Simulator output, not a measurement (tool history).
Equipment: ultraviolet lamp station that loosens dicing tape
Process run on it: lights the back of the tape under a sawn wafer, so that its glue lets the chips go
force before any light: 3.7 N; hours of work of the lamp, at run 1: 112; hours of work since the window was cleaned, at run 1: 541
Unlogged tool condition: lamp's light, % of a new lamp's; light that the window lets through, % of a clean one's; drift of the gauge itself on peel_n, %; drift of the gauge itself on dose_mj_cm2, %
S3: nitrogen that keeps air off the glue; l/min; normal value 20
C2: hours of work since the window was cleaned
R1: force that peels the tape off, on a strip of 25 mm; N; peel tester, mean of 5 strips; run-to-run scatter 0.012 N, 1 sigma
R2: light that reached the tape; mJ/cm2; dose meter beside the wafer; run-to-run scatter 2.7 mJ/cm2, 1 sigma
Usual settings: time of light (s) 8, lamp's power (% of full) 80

run 1 hour=0.0 | time_of_light_(s)=8 lamp's_power_(%_of_full)=80 S3=20 | hours_of_work_of_the_lamp=112 C2=541 | R1=0.638 R2=321
run 2 hour=10.6 | time_of_light_(s)=8 lamp's_power_(%_of_full)=80 S3=20 | hours_of_work_of_the_lamp=120 C2=549 | R1=0.604 R2=329
run 3 hour=17.9 | time_of_light_(s)=8 lamp's_power_(%_of_full)=80 S3=20 | hours_of_work_of_the_lamp=125 C2=554 | R1=0.629 R2=326
run 4 hour=25.4 | time_of_light_(s)=8 lamp's_power_(%_of_full)=80 S3=20 | hours_of_work_of_the_lamp=131 C2=560 | R1=0.613 R2=321
run 5 hour=35.2 | time_of_light_(s)=8 lamp's_power_(%_of_full)=80 S3=20 | hours_of_work_of_the_lamp=138 C2=567 | R1=0.616 R2=322
-- hour=40.2 window cleaned of glue's vapour
run 6 hour=41.7 | time_of_light_(s)=8 lamp's_power_(%_of_full)=80 S3=20 | hours_of_work_of_the_lamp=142 C2=1 | R1=0.662 R2=310
run 7 hour=46.1 | time_of_light_(s)=8 lamp's_power_(%_of_full)=80 S3=20 | hours_of_work_of_the_lamp=145 C2=4 | R1=0.652 R2=317
run 8 hour=56.5 | time_of_light_(s)=8 lamp's_power_(%_of_full)=80 S3=20 | hours_of_work_of_the_lamp=153 C2=12 | R1=0.638 R2=307
run 9 hour=63.8 | time_of_light_(s)=8 lamp's_power_(%_of_full)=72 S3=20 | hours_of_work_of_the_lamp=158 C2=17 | R1=0.773 R2=282
run 10 hour=70.4 | time_of_light_(s)=8 lamp's_power_(%_of_full)=72 S3=20 | hours_of_work_of_the_lamp=163 C2=22 | R1=0.782 R2=278
run 11 hour=77.1 | time_of_light_(s)=8 lamp's_power_(%_of_full)=80 S3=13 | hours_of_work_of_the_lamp=167 C2=27 | R1=0.755 R2=308
-- hour=81.3 window cleaned of glue's vapour, once more
run 12 hour=87.7 | time_of_light_(s)=8 lamp's_power_(%_of_full)=80 S3=13 | hours_of_work_of_the_lamp=175 C2=5 | R1=0.696 R2=335
run 13 hour=95.8 | time_of_light_(s)=6 lamp's_power_(%_of_full)=80 S3=13 | hours_of_work_of_the_lamp=181 C2=10 | R1=1.006 R2=254
run 14 hour=104.8 | time_of_light_(s)=6 lamp's_power_(%_of_full)=80 S3=13 | hours_of_work_of_the_lamp=187 C2=17 | R1=0.999 R2=253
run 15 hour=109.2 | time_of_light_(s)=6 lamp's_power_(%_of_full)=80 S3=20 | hours_of_work_of_the_lamp=190 C2=20 | R1=0.893 R2=245
run 16 hour=117.3 | time_of_light_(s)=6 lamp's_power_(%_of_full)=80 S3=20 | hours_of_work_of_the_lamp=196 C2=26 | R1=0.897 R2=251
run 17 hour=127.7 | time_of_light_(s)=6 lamp's_power_(%_of_full)=80 S3=20 | hours_of_work_of_the_lamp=203 C2=33 | R1=0.893 R2=247
run 18 hour=135.0 | time_of_light_(s)=8 lamp's_power_(%_of_full)=80 S3=22 | hours_of_work_of_the_lamp=209 C2=39 | R1=0.591 R2=332
run 19 hour=141.5 | time_of_light_(s)=12 lamp's_power_(%_of_full)=80 S3=26 | hours_of_work_of_the_lamp=213 C2=43 | R1=0.289 R2=498
run 20 hour=146.5 | time_of_light_(s)=14 lamp's_power_(%_of_full)=80 S3=24 | hours_of_work_of_the_lamp=217 C2=47 | R1=0.250 R2=577
run 21 hour=152.1 | time_of_light_(s)=14 lamp's_power_(%_of_full)=80 S3=24 | hours_of_work_of_the_lamp=221 C2=51 | R1=0.237 R2=573
run 22 hour=161.1 | time_of_light_(s)=14 lamp's_power_(%_of_full)=80 S3=24 | hours_of_work_of_the_lamp=228 C2=57 | R1=0.247 R2=576
run 23 hour=170.1 | time_of_light_(s)=14 lamp's_power_(%_of_full)=80 S3=24 | hours_of_work_of_the_lamp=234 C2=64 | R1=0.257 R2=573

What does the tool deliver on the next run?
run 24 hour=179.6 | time_of_light_(s)=8 lamp's_power_(%_of_full)=80 S3=9 | hours_of_work_of_the_lamp=241 C2=71 | R1=? R2=?

R1: 0.772 N
R2: 324 mJ/cm2
Take away the tool's hidden state, keep the run-to-run variation as it was, and the same run would have given R1 0.697 N, R2 349 mJ/cm2.
